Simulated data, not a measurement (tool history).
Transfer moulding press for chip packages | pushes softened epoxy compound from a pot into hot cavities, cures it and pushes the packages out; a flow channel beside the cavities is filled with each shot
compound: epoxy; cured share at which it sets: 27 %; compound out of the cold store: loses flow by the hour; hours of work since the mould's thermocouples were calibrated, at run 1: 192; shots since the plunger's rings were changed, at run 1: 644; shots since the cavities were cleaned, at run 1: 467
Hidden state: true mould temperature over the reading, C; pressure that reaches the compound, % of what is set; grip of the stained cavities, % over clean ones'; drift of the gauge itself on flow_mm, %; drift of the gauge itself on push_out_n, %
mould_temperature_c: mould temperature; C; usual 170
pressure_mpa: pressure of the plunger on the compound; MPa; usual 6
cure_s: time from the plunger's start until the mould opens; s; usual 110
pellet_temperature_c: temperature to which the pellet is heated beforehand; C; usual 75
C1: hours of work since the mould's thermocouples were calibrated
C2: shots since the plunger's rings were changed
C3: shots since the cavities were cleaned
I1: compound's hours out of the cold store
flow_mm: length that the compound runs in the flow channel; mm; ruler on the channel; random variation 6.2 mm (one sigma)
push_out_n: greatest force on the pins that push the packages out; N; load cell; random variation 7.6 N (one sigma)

{"run": 1, "hour": 0.0, "mould_temperature_c": 170, "pressure_mpa": 6, "cure_s": 110, "pellet_temperature_c": 75, "C1": 192, "C2": 644, "C3": 467, "I1": 33, "flow_mm": 907, "push_out_n": 466}
{"run": 2, "hour": 20.5, "mould_temperature_c": 170, "pressure_mpa": 6, "cure_s": 110, "pellet_temperature_c": 75, "C1": 205, "C2": 841, "C3": 664, "I1": 11.2, "flow_mm": 979, "push_out_n": 513}
{"hour": 27.7, "done": "cavities cleaned with cleaning compound and waxed"}
{"run": 3, "hour": 44.9, "mould_temperature_c": 170, "pressure_mpa": 6, "cure_s": 138, "pellet_temperature_c": 75, "C1": 218, "C2": 1061, "C3": 165, "I1": 46.5, "flow_mm": 869, "push_out_n": 352}
{"run": 4, "hour": 87.2, "mould_temperature_c": 170, "pressure_mpa": 6, "cure_s": 138, "pellet_temperature_c": 75, "C1": 243, "C2": 1468, "C3": 572, "I1": 8.2, "flow_mm": 984, "push_out_n": 454}
{"hour": 104.2, "done": "cavities cleaned with cleaning compound and waxed"}
{"run": 5, "hour": 135.7, "mould_temperature_c": 170, "pressure_mpa": 6, "cure_s": 138, "pellet_temperature_c": 75, "C1": 271, "C2": 1920, "C3": 303, "I1": 19.5, "flow_mm": 945, "push_out_n": 401}
{"run": 6, "hour": 176.8, "mould_temperature_c": 170, "pressure_mpa": 6, "cure_s": 138, "pellet_temperature_c": 75, "C1": 295, "C2": 2315, "C3": 698, "I1": 45.7, "flow_mm": 851, "push_out_n": 479}
{"hour": 181.2, "done": "cavities cleaned with cleaning compound and waxed"}
{"run": 7, "hour": 209.4, "mould_temperature_c": 170, "pressure_mpa": 6, "cure_s": 138, "pellet_temperature_c": 75, "C1": 314, "C2": 2614, "C3": 271, "I1": 20.1, "flow_mm": 941, "push_out_n": 418}
{"run": 8, "hour": 230.2, "mould_temperature_c": 170, "pressure_mpa": 6, "cure_s": 110, "pellet_temperature_c": 75, "C1": 326, "C2": 2814, "C3": 471, "I1": 36.5, "flow_mm": 873, "push_out_n": 484}
{"hour": 256.9, "done": "cavities cleaned with cleaning compound and waxed"}
{"run": 9, "hour": 256.9, "mould_temperature_c": 170, "pressure_mpa": 6, "cure_s": 110, "pellet_temperature_c": 75, "C1": 341, "C2": 3056, "C3": 0, "I1": 43.9, "flow_mm": 849, "push_out_n": 310}
{"run": 10, "hour": 290.1, "mould_temperature_c": 170, "pressure_mpa": 6, "cure_s": 110, "pellet_temperature_c": 75, "C1": 361, "C2": 3376, "C3": 320, "I1": 13.7, "flow_mm": 940, "push_out_n": 442}
{"run": 11, "hour": 326.2, "mould_temperature_c": 170, "pressure_mpa": 6, "cure_s": 110, "pellet_temperature_c": 75, "C1": 382, "C2": 3723, "C3": 667, "I1": 15.9, "flow_mm": 935, "push_out_n": 520}
{"hour": 334.9, "done": "cavities cleaned with cleaning compound and waxed"}
{"run": 12, "hour": 370.1, "mould_temperature_c": 170, "pressure_mpa": 6, "cure_s": 110, "pellet_temperature_c": 75, "C1": 407, "C2": 4131, "C3": 339, "I1": 42.5, "flow_mm": 842, "push_out_n": 409}
{"hour": 382.9, "done": "mould's thermocouples calibrated"}
{"run": 13, "hour": 394.5, "mould_temperature_c": 170, "pressure_mpa": 5.5, "cure_s": 110, "pellet_temperature_c": 75, "C1": 7, "C2": 4347, "C3": 555, "I1": 10.6, "flow_mm": 894, "push_out_n": 494}
{"hour": 405.3, "done": "plunger's sealing rings changed"}
{"hour": 416.1, "done": "cavities cleaned with cleaning compound and waxed"}
{"run": 14, "hour": 431.3, "mould_temperature_c": 170, "pressure_mpa": 6, "cure_s": 110, "pellet_temperature_c": 81, "C1": 26, "C2": 235, "C3": 146, "I1": 25, "flow_mm": 929, "push_out_n": 397}
{"run": 15, "hour": 476.7, "mould_temperature_c": 170, "pressure_mpa": 6, "cure_s": 110, "pellet_temperature_c": 81, "C1": 53, "C2": 672, "C3": 583, "I1": 45.1, "flow_mm": 864, "push_out_n": 515}
{"hour": 492.0, "done": "cavities cleaned with cleaning compound and waxed"}
{"run": 16, "hour": 516.3, "mould_temperature_c": 170, "pressure_mpa": 6, "cure_s": 110, "pellet_temperature_c": 81, "C1": 76, "C2": 1038, "C3": 234, "I1": 11.4, "flow_mm": 971, "push_out_n": 418}
{"run": 17, "hour": 536.0, "mould_temperature_c": 164, "pressure_mpa": 6.09, "cure_s": 146, "pellet_temperature_c": 66, "C1": 88, "C2": 1228, "C3": 424, "I1": 12.4, "flow_mm": 1016, "push_out_n": 459}
{"hour": 567.6, "done": "cavities cleaned with cleaning compound and waxed"}
{"run": 18, "hour": 576.3, "mould_temperature_c": 164, "pressure_mpa": 6.09, "cure_s": 148, "pellet_temperature_c": 66, "C1": 110, "C2": 1600, "C3": 84, "I1": 23.3, "flow_mm": 964, "push_out_n": 357}
{"run": 19, "hour": 608.4, "mould_temperature_c": 174, "pressure_mpa": 6.74, "cure_s": 110, "pellet_temperature_c": 75, "C1": 130, "C2": 1910, "C3": 394, "I1": 15.1, "flow_mm": 991, "push_out_n": 425}
{"hour": 644.7, "done": "cavities cleaned with cleaning compound and waxed"}
{"run": 20, "hour": 656.0, "mould_temperature_c": 165, "pressure_mpa": 6, "cure_s": 95, "pellet_temperature_c": 75, "C1": 157, "C2": 2353, "C3": 109, "I1": 25.4, "flow_mm": 928, "push_out_n": 587}
{"run": 21, "hour": 689.9, "mould_temperature_c": 165, "pressure_mpa": 6.07, "cure_s": 125, "pellet_temperature_c": 82, "C1": 177, "C2": 2679, "C3": 435, "I1": 31.7, "flow_mm": 912, "push_out_n": 491}
{"run": 22, "hour": 711.0, "mould_temperature_c": 165, "pressure_mpa": 5.74, "cure_s": 135, "pellet_temperature_c": 82, "C1": 189, "C2": 2881, "C3": 637, "I1": 14.3, "flow_mm": 946, "push_out_n": 527}
{"hour": 722.6, "done": "cavities cleaned with cleaning compound and waxed"}
{"run": 23, "hour": 744.8, "mould_temperature_c": 175, "pressure_mpa": 6, "cure_s": 110, "pellet_temperature_c": 65, "C1": 209, "C2": 3192, "C3": 213, "I1": 13, "flow_mm": 930, "push_out_n": 390}
{"run": 24, "hour": 787.3, "mould_temperature_c": 175, "pressure_mpa": 6, "cure_s": 95, "pellet_temperature_c": 71, "C1": 234, "C2": 3601, "C3": 622, "I1": 22.7, "flow_mm": 890, "push_out_n": 513}
{"hour": 799.5, "done": "cavities cleaned with cleaning compound and waxed"}
{"run": 25, "hour": 824.8, "mould_temperature_c": 170, "pressure_mpa": 6, "cure_s": 128, "pellet_temperature_c": 75, "C1": 255, "C2": 3947, "C3": 243, "I1": 15.1, "flow_mm": 919, "push_out_n": 414}
{"run": 26, "hour": 845.2, "mould_temperature_c": 170, "pressure_mpa": 6.25, "cure_s": 140, "pellet_temperature_c": 68, "C1": 267, "C2": 4143, "C3": 439, "I1": 29, "flow_mm": 910, "push_out_n": 444}
{"hour": 875.3, "done": "cavities cleaned with cleaning compound and waxed"}
{"hour": 879.9, "done": "plunger's sealing rings changed"}
{"run": 27, "hour": 881.4, "mould_temperature_c": 165, "pressure_mpa": 6.73, "cure_s": 109, "pellet_temperature_c": 83, "C1": 286, "C2": 15, "C3": 35, "I1": 29.4, "flow_mm": 1003, "push_out_n": 422}

5 ways to go on from here, each from the tool as it stands after run 27. What would each give?
{"run": "A", "hour": 906.9, "mould_temperature_c": 163, "pressure_mpa": 6, "cure_s": 110, "pellet_temperature_c": 70, "C1": 301, "C2": 260, "C3": 280, "I1": 27.8, "flow_mm": "?", "push_out_n": "?"}
{"run": "B", "hour": 906.9, "mould_temperature_c": 177, "pressure_mpa": 6, "cure_s": 129, "pellet_temperature_c": 74, "C1": 301, "C2": 260, "C3": 280, "I1": 25.1, "flow_mm": "?", "push_out_n": "?"}
{"run": "C", "hour": 906.9, "mould_temperature_c": 170, "pressure_mpa": 6, "cure_s": 96, "pellet_temperature_c": 75, "C1": 301, "C2": 260, "C3": 280, "I1": 31.8, "flow_mm": "?", "push_out_n": "?"}
{"run": "D", "hour": 906.9, "mould_temperature_c": 167, "pressure_mpa": 4.53, "cure_s": 121, "pellet_temperature_c": 75, "C1": 301, "C2": 260, "C3": 280, "I1": 29.6, "flow_mm": "?", "push_out_n": "?"}
{"run": "E", "hour": 906.9, "mould_temperature_c": 171, "pressure_mpa": 6.73, "cure_s": 109, "pellet_temperature_c": 74, "C1": 301, "C2": 260, "C3": 280, "I1": 36.1, "flow_mm": "?", "push_out_n": "?"}

run=A flow_mm=962 push_out_n=607
run=B flow_mm=908 push_out_n=396
run=C flow_mm=903 push_out_n=493
run=D flow_mm=819 push_out_n=434
run=E flow_mm=955 push_out_n=410
Without the tool's hidden state the same runs would have given:
run=A flow_mm=963 push_out_n=430
run=B flow_mm=910 push_out_n=301
run=C flow_mm=904 push_out_n=359
run=D flow_mm=820 push_out_n=322
run=E flow_mm=956 push_out_n=306
